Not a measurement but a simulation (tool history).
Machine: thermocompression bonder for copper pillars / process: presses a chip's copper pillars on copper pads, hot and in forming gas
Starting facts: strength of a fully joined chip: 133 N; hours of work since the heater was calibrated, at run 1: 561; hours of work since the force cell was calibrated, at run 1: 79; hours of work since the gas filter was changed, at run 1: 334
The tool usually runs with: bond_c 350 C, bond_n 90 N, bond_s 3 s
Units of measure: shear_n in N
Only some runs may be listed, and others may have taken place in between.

run,hour,bond_c,bond_n,bond_s,hours of work since the heater was calibrated,hours of work since the force cell was calibrated,hours of work since the gas filter was changed,shear_n
1,0,350,90,3,561,79,334,57.6
2,18.6,348,90,3,570,88,343,56.5
3,41.9,350,90,3,582,100,355,57.5
# hour 63.1: forming gas filter changed
4,81.3,350,90,3,602,120,9,59.2
5,118.7,346,90,3,620,139,28,56.3
6,155.7,346,90,3,639,157,47,56.1
7,183,346,90,3,653,171,61,56
8,221.7,350,90,3,673,191,80,59.1
9,259.4,350,90,3,692,210,99,58.6
10,284.9,350,90,3,705,223,112,58.7
11,305.4,350,90,3,715,233,123,58.6
12,332,350,90,3,728,247,136,58.8
13,359.4,350,90,3,742,261,150,58.4
14,390.1,351,58,8,758,276,165,69.3
15,420.8,369,98,2,773,292,181,64.3
16,447.3,369,98,8,787,305,194,96.8
17,488.3,371,131,3,808,326,215,83.7
18,517.8,331,124,3,822,341,230,54.3
19,537.9,331,124,3,833,351,240,54.1
20,568.1,344,98,4,848,366,256,63.2
21,602.5,355,90,3,865,384,273,61.6
22,622.1,376,90,9,875,393,283,101.3
23,639.4,376,90,9,884,402,292,101
24,678,361,90,7,904,422,311,85.7
25,715.2,360,64,7,922,441,330,74.8

Each row is a separate what-if for the run after 25, all from the same tool condition, not one after another. Results?
A,749.4,350,97,3,940,458,347,?
B,749.4,344,71,8,940,458,347,?
C,749.4,374,59,4,940,458,347,?
D,749.4,342,64,7,940,458,347,?
E,749.4,360,85,7,940,458,347,?

run,shear_n
A,60.3
B,69.8
C,68.9
D,62.4
E,82.9
What these runs would have given with no unlogged condition in the tool:
run,shear_n
A,59.1
B,68.7
C,68
D,61.2
E,82.2

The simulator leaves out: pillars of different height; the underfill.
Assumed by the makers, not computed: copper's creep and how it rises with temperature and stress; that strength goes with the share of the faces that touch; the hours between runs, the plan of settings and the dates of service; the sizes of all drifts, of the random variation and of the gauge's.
